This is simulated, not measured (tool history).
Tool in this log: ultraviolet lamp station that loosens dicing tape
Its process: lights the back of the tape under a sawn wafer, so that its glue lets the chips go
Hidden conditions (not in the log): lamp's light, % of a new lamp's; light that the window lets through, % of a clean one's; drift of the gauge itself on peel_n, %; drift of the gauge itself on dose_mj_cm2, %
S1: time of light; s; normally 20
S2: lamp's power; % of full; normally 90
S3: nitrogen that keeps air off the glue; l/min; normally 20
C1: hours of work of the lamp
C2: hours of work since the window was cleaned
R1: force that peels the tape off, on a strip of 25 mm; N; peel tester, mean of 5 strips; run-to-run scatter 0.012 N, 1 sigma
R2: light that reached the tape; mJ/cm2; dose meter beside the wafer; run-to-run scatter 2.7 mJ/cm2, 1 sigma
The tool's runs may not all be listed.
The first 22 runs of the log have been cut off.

At hour 336.0: window cleaned of glue's vapour.
Run 23, hour 352.6: usual settings but S2 92 % of full, S3 16 l/min; C1 579; C2 13. Result: R1 1.162 N, R2 255 mJ/cm2.
Run 24, hour 364.0: usual settings but S1 11 s, S2 71 % of full, S3 10 l/min; C1 588; C2 21. Result: R1 4.157 N, R2 108 mJ/cm2.
Run 25, hour 373.2: usual settings but S3 30 l/min; C1 595; C2 28. Result: R1 1.037 N, R2 244 mJ/cm2.
Run 26, hour 387.1: usual settings but S3 30 l/min; C1 606; C2 39. Result: R1 1.049 N, R2 244 mJ/cm2.
Run 27, hour 399.7: usual settings but S3 16 l/min; C1 615; C2 48. Result: R1 1.213 N, R2 240 mJ/cm2.
Run 28, hour 419.4: usual settings but S2 98 % of full; C1 630; C2 63. Result: R1 1.005 N, R2 259 mJ/cm2.
At hour 431.1: window cleaned of glue's vapour, once more.
Run 29, hour 436.0: usual settings but S1 17 s, S2 74 % of full; C1 642; C2 4. Result: R1 1.479 N, R2 215 mJ/cm2.
Run 30, hour 445.8: usual settings but S1 17 s, S2 74 % of full; C1 650; C2 11. Result: R1 1.448 N, R2 214 mJ/cm2.
Run 31, hour 463.4: usual settings but S1 17 s, S2 74 % of full; C1 663; C2 25. Result: R1 1.456 N, R2 216 mJ/cm2.
Run 32, hour 475.9: usual settings but S2 97 % of full; C1 673; C2 34. Result: R1 0.672 N, R2 333 mJ/cm2.
Run 33, hour 489.0: usual settings but S1 22 s, S2 67 % of full, S3 10 l/min; C1 683; C2 44. Result: R1 1.451 N, R2 251 mJ/cm2.
Run 34, hour 502.5: usual settings but S1 24 s, S3 16 l/min; C1 693; C2 54. Result: R1 0.606 N, R2 365 mJ/cm2.
Run 35, hour 519.7: usual settings but S1 24 s, S2 71 % of full, S3 17 l/min; C1 706; C2 67. Result: R1 0.909 N, R2 289 mJ/cm2.
Run 36, hour 535.3: usual settings but S1 24 s, S2 71 % of full, S3 17 l/min; C1 718; C2 79. Result: R1 0.918 N, R2 282 mJ/cm2.
Run 37, hour 545.9: usual settings but S1 24 s, S2 97 % of full, S3 16 l/min; C1 726; C2 87. Result: R1 0.506 N, R2 389 mJ/cm2.
Run 38, hour 561.3: usual settings but S1 24 s, S2 97 % of full, S3 16 l/min; C1 738; C2 99. Result: R1 0.528 N, R2 387 mJ/cm2.
Run 39, hour 575.0: usual settings but S1 28 s, S2 66 % of full, S3 19 l/min; C1 748; C2 109. Result: R1 0.780 N, R2 305 mJ/cm2.
Run 40, hour 589.8: usual settings but S1 28 s, S2 66 % of full, S3 19 l/min; C1 759; C2 121. Result: R1 0.785 N, R2 300 mJ/cm2.
Run 41, hour 601.7: usual settings but S1 22 s, S2 96 % of full, S3 19 l/min; C1 768; C2 130. Result: R1 0.596 N, R2 348 mJ/cm2.
Run 42, hour 621.0: usual settings but S1 33 s, S2 69 % of full; C1 783; C2 144. Result: R1 0.527 N, R2 370 mJ/cm2.

Consider 5 possible next runs. They are alternatives, not a sequence: every one starts from the tool as it was left by run 42. What does each give?
Run A, hour 635.5: usual settings but S1 25 s, S2 69 % of full, S3 15 l/min; C1 794; C2 155. Result: R1 ?, R2 ?.
Run B, hour 635.5: usual settings but S1 15 s, S2 70 % of full, S3 37 l/min; C1 794; C2 155. Result: R1 ?, R2 ?.
Run C, hour 635.5: usual settings but S1 26 s, S2 69 % of full, S3 6 l/min; C1 794; C2 155. Result: R1 ?, R2 ?.
Run D, hour 635.5: usual settings but S1 12 s, S3 31 l/min; C1 794; C2 155. Result: R1 ?, R2 ?.
Run E, hour 635.5: usual settings but S1 33 s, S2 92 % of full, S3 21 l/min; C1 794; C2 155. Result: R1 ?, R2 ?.

run     R1   R2
  A  1.019  282
  B  1.871  170
  C  1.283  287
  D  1.845  171
  E  0.325  490
With no hidden state in the tool, these same runs would have given:
run     R1   R2
  A  0.673  346
  B  1.322  209
  C  0.867  355
  D  1.300  212
  E  0.266  604

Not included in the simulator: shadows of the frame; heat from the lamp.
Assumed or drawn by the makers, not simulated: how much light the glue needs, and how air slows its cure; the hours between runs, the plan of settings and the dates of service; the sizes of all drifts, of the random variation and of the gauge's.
